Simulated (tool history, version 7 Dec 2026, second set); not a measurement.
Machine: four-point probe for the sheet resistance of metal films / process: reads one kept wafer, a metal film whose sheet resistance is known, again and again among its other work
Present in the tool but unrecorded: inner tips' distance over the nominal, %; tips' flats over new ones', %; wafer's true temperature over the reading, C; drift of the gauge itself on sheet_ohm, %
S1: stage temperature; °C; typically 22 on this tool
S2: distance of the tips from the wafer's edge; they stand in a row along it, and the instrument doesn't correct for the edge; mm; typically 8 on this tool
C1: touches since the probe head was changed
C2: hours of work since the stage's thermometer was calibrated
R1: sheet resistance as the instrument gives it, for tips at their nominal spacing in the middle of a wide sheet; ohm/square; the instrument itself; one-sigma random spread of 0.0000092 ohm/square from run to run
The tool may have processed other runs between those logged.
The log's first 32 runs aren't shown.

run	hour	S1	S2	C1	C2	R1
33	1496.5	27	8	38266	1576	0.045453
34	1559.9	27	8	38979	1608	0.045433
35	1612.1	27	8	39566	1634	0.045434
36	1646.8	19	5	39956	1652	0.045919
37	1715	22	15	40722	1687	0.045455
38	1774.6	22	37	41392	1717	0.045445
39	1811.1	22	8	41802	1735	0.045582
40	1882.5	32	8	42605	1772	0.045272
41	1915.7	23	4	42977	1788	0.04599
42	1948.5	26	3	43346	1805	0.046359
43	2005.4	19	33	43986	1834	0.045501
44	2057.4	19	33	44570	1860	0.045489

Below are 4 alternative next runs, each starting from the tool's condition after run 44. Predict each:
A	2113.6	22	15	45202	1889	?
B	2113.6	21	5	45202	1889	?
C	2113.6	27	5	45202	1889	?
D	2113.6	19	38	45202	1889	?

run	R1
A	0.045454
B	0.045836
C	0.045654
D	0.045495
Without the tool's unlogged condition, the same runs would have read:
run	R1
A	0.04578
B	0.046166
C	0.045981
D	0.045822
